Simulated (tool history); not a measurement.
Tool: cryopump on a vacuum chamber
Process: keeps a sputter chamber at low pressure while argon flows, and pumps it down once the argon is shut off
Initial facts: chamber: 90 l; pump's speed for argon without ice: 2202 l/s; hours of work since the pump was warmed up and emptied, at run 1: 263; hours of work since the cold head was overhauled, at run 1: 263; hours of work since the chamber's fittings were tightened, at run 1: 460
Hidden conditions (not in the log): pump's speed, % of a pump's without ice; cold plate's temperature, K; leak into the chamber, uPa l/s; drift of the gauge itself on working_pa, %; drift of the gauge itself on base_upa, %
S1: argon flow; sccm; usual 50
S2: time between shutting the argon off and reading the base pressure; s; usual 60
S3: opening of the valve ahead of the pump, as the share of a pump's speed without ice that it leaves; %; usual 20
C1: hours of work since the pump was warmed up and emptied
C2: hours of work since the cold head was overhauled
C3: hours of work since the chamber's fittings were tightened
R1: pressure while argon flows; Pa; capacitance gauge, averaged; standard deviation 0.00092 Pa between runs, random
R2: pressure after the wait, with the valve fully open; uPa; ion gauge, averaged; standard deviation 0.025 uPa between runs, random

run   hour  S1   S2  S3   C1   C2   C3      R1    R2
  1      0  50   60  20  263  263  460  0.1959  1.67
  2   14.4  50   60  20  271  271  468  0.1975  1.66
  3   23.3  50   60  20  276  276  473  0.1969   1.6
  4   42.8  50  169  20  288  288  485  0.1993  1.15
  5   52.1  50  169  20  293  293  490  0.1972   1.2
  6   64.5  50   25  20  300  300  497  0.1992  3.03
  7   80.1  50   25  20  309  309  507  0.1979  2.91
  8   93.7  50   25  20  317  317  514  0.1984  2.92
  9  111.9  50   25  20  328  328  525  0.1965   2.9
 10  127.5  50   25  20  337  337  534  0.2011  3.03
 11  146.4  50   60  20  348  348  545  0.2004  1.87
 12  161.8  50   60  20  357  357  554  0.2005   1.9
 13  176.9  50   60  20  366  366  563  0.2003  1.85
 14  195.2  50   60  20  377  377  574  0.1994  1.92
 15  211.2  51   60  18  386  386  583  0.2258   1.9
 16  227.1  51   60  18  395  395  592  0.2258  1.94
 17  239.9  51   60  18  403  403  600  0.2252  1.93
 18  252.1  39   74  18  410  410  607  0.1727  1.74
 19  266.3  39   74  18  418  418  615  0.1735  1.75
 20  278.5  22  222  20  425  425  622  0.0883  1.29
 21  299.1  22  222  20  437  437  634  0.0888  1.33
 22  319.9  30   60  22  449  449  647  0.1104  2.03
 23  340.1  30   60  22  461  461  658  0.1121  2.07
 24  358.5  67  114  20  472  472  669    0.27  1.62
 25    374  50   53  20  481  481  678  0.2017  2.18
 26  386.2  81  101  16  488  488  685  0.4067  1.78

Predict each of these 5 candidate next runs independently; none follows another, all start after run 26:
  A  407.5  50   21  25  501  501  698   ?   ?
  B  407.5  50   32  19  501  501  698   ?   ?
  C  407.5  45   60  20  501  501  698   ?   ?
  D  407.5  21  224  17  501  501  698   ?   ?
  E  407.5  29  101  43  501  501  698   ?   ?

run      R1    R2
  A  0.1644  3.64
  B  0.2126  2.89
  C   0.183  2.11
  D  0.0995  1.49
  E  0.0587  1.73
Take away the tool's hidden state, keep each run's random variation, and the runs would have read:
run      R1    R2
  A  0.1534  2.57
  B  0.2016  1.79
  C   0.173  1.01
  D  0.0949  0.42
  E  0.0522  0.64

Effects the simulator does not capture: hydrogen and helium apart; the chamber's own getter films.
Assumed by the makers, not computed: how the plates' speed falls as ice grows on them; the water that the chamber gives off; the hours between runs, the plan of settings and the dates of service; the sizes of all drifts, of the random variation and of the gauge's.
